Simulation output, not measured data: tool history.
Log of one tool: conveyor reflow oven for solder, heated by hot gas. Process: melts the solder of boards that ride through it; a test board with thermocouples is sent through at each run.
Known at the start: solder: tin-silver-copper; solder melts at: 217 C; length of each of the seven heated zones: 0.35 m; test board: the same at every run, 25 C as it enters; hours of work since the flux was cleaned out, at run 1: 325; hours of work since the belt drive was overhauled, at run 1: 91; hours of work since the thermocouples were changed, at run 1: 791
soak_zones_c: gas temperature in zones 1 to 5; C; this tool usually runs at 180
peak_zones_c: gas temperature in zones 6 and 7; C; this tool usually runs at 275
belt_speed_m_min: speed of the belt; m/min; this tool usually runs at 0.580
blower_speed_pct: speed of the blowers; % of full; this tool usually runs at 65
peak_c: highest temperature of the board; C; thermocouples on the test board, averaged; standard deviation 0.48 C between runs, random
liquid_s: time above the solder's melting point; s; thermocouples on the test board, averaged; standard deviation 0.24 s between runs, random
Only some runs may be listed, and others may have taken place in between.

run,day,soak_zones_c,peak_zones_c,belt_speed_m_min,blower_speed_pct,hours of work since the flux was cleaned out,hours of work since the belt drive was overhauled,hours of work since the thermocouples were changed,peak_c,liquid_s
1,0.000,180,275,0.580,65,325,91,791,261.7,61.9
2,1.675,177,275,0.580,65,349,116,815,262.2,61.1
# day 2.275: thermocouples of zones 6 and 7 changed
3,3.079,177,275,0.580,65,369,135,12,259.4,59.5
4,4.021,180,275,0.580,78,382,149,26,262.3,62.7
5,5.058,169,275,0.580,78,398,164,41,259.9,58.5
# day 6.362: flux residue cleaned out of gas plates and filters
6,6.712,169,275,0.580,78,5,185,62,264.6,61.0
7,7.675,180,275,0.551,65,19,199,76,263.6,67.3
8,9.425,180,275,0.580,65,45,225,102,261.9,62.3
9,10.804,176,275,0.580,65,65,245,122,261.3,61.0
10,11.808,180,275,0.534,65,80,260,137,263.8,69.6
11,12.921,180,275,0.534,65,96,276,153,264.7,69.5
12,14.454,180,275,0.534,65,119,299,176,264.7,69.3
13,16.138,180,275,0.534,65,143,324,200,263.5,69.6
14,17.562,180,275,0.534,65,164,345,221,264.1,69.8
15,19.142,180,275,0.534,65,187,368,244,263.7,69.0
16,20.454,180,280,0.635,55,207,387,264,260.9,55.4
17,22.288,189,290,0.535,67,234,414,291,279.7,78.4
18,23.196,192,274,0.580,65,247,427,304,262.9,67.6
19,25.008,191,287,0.536,55,274,454,331,273.7,77.1

The next listed run, before its measurement:
20,26.046,191,270,0.500,64,289,469,346,?,?

For run 20 the tool returned peak_c 261.7 C, liquid_s 77.9 s.
With the hidden condition absent and the run-to-run variation left alone, this run would have shown peak_c 262.2 C, liquid_s 78.0 s.
